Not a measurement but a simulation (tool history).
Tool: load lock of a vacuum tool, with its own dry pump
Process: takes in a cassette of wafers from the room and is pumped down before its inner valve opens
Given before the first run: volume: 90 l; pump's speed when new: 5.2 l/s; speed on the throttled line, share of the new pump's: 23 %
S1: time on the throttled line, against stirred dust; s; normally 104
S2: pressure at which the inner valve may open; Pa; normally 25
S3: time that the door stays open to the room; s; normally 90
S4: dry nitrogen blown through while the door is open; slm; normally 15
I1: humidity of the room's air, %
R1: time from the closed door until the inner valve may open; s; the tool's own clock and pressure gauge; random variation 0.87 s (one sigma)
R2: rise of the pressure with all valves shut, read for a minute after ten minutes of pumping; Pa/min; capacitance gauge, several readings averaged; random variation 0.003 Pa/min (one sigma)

{"run": 1, "hour": 0.0, "S1": 104, "S2": 25, "S3": 90, "S4": 15, "I1": 43.6, "R1": 224.5, "R2": 0.017}
{"run": 2, "hour": 394.9, "S1": 104, "S2": 25, "S3": 90, "S4": 15, "I1": 44.9, "R1": 225.7, "R2": 0.023}
{"run": 3, "hour": 760.3, "S1": 104, "S2": 25, "S3": 90, "S4": 15, "I1": 50.3, "R1": 226.3, "R2": 0.02}
{"run": 4, "hour": 1154.9, "S1": 104, "S2": 34, "S3": 90, "S4": 15, "I1": 45.8, "R1": 220.2, "R2": 0.024}
{"run": 5, "hour": 1323.1, "S1": 104, "S2": 34, "S3": 90, "S4": 15, "I1": 45.8, "R1": 221, "R2": 0.022}
{"run": 6, "hour": 1539.1, "S1": 104, "S2": 34, "S3": 90, "S4": 15, "I1": 45.1, "R1": 221.4, "R2": 0.019}
{"run": 7, "hour": 1787.9, "S1": 104, "S2": 25, "S3": 90, "S4": 15, "I1": 47.7, "R1": 224.7, "R2": 0.02}
{"run": 8, "hour": 2045.8, "S1": 104, "S2": 25, "S3": 90, "S4": 15, "I1": 41.6, "R1": 225.8, "R2": 0.022}
{"run": 9, "hour": 2347.6, "S1": 104, "S2": 25, "S3": 90, "S4": 15, "I1": 44.1, "R1": 225.3, "R2": 0.016}
{"run": 10, "hour": 2573.6, "S1": 104, "S2": 25, "S3": 90, "S4": 10, "I1": 44, "R1": 225.8, "R2": 0.03}
{"run": 11, "hour": 2849.4, "S1": 104, "S2": 25, "S3": 90, "S4": 15, "I1": 47.2, "R1": 224.8, "R2": 0.02}
{"run": 12, "hour": 3242.3, "S1": 104, "S2": 25, "S3": 65, "S4": 15, "I1": 47.4, "R1": 225.5, "R2": 0.021}
{"run": 13, "hour": 3453.6, "S1": 171, "S2": 25, "S3": 90, "S4": 15, "I1": 46.2, "R1": 279, "R2": 0.019}
{"run": 14, "hour": 3683.3, "S1": 104, "S2": 25, "S3": 90, "S4": 17, "I1": 48.4, "R1": 224.9, "R2": 0.015}
{"run": 15, "hour": 3874.7, "S1": 104, "S2": 25, "S3": 90, "S4": 27, "I1": 44.9, "R1": 225.5, "R2": 0.015}
{"run": 16, "hour": 4163.1, "S1": 71, "S2": 25, "S3": 90, "S4": 27, "I1": 42.7, "R1": 200.6, "R2": 0.012}
{"run": 17, "hour": 4479.4, "S1": 71, "S2": 25, "S3": 90, "S4": 27, "I1": 43.7, "R1": 200.5, "R2": 0.014}
{"run": 18, "hour": 4685.2, "S1": 71, "S2": 25, "S3": 90, "S4": 27, "I1": 43.5, "R1": 200.6, "R2": 0.017}
{"run": 19, "hour": 4919.1, "S1": 104, "S2": 25, "S3": 90, "S4": 15, "I1": 47, "R1": 225.3, "R2": 0.022}
{"run": 20, "hour": 5085.0, "S1": 65, "S2": 25, "S3": 68, "S4": 15, "I1": 43.1, "R1": 195, "R2": 0.015}
{"run": 21, "hour": 5259.5, "S1": 72, "S2": 40, "S3": 90, "S4": 15, "I1": 47.1, "R1": 193, "R2": 0.02}
{"run": 22, "hour": 5546.1, "S1": 72, "S2": 40, "S3": 90, "S4": 15, "I1": 43.3, "R1": 192, "R2": 0.017}
{"run": 23, "hour": 5827.9, "S1": 72, "S2": 40, "S3": 90, "S4": 15, "I1": 46.6, "R1": 194.2, "R2": 0.022}
{"run": 24, "hour": 5994.8, "S1": 72, "S2": 40, "S3": 83, "S4": 13, "I1": 44.9, "R1": 193.4, "R2": 0.018}
{"run": 25, "hour": 6315.8, "S1": 72, "S2": 40, "S3": 83, "S4": 23, "I1": 41.9, "R1": 191.8, "R2": 0.012}
{"run": 26, "hour": 6671.7, "S1": 92, "S2": 25, "S3": 63, "S4": 28, "I1": 45.9, "R1": 216.7, "R2": 0.018}
{"run": 27, "hour": 7031.4, "S1": 104, "S2": 29, "S3": 90, "S4": 20, "I1": 45.1, "R1": 224.2, "R2": 0.015}
{"run": 28, "hour": 7238.4, "S1": 104, "S2": 23, "S3": 43, "S4": 5, "I1": 49.4, "R1": 225.4, "R2": 0.027}
{"run": 29, "hour": 7440.7, "S1": 104, "S2": 23, "S3": 43, "S4": 5, "I1": 44.2, "R1": 227.2, "R2": 0.025}
{"run": 30, "hour": 7800.9, "S1": 104, "S2": 25, "S3": 160, "S4": 15, "I1": 45, "R1": 224.1, "R2": 0.015}
{"run": 31, "hour": 8092.3, "S1": 104, "S2": 35, "S3": 90, "S4": 15, "I1": 48, "R1": 219, "R2": 0.029}
{"run": 32, "hour": 8323.6, "S1": 104, "S2": 35, "S3": 88, "S4": 25, "I1": 46.2, "R1": 219.2, "R2": 0.015}
{"run": 33, "hour": 8655.7, "S1": 104, "S2": 35, "S3": 88, "S4": 25, "I1": 46.1, "R1": 219.6, "R2": 0.019}
{"run": 34, "hour": 9009.0, "S1": 104, "S2": 35, "S3": 88, "S4": 25, "I1": 45.3, "R1": 220.5, "R2": 0.012}
{"run": 35, "hour": 9247.3, "S1": 104, "S2": 23, "S3": 99, "S4": 22, "I1": 49.4, "R1": 226.3, "R2": 0.02}

Expected results for the next run?
{"run": 36, "hour": 9592.0, "S1": 104, "S2": 21, "S3": 92, "S4": 15, "I1": 46.2, "R1": "?", "R2": "?"}

R1: 229.6 s
R2: 0.014 Pa/min
With no hidden state in the tool, this same run would have given R1 229.5 s, R2 0.013 Pa/min.

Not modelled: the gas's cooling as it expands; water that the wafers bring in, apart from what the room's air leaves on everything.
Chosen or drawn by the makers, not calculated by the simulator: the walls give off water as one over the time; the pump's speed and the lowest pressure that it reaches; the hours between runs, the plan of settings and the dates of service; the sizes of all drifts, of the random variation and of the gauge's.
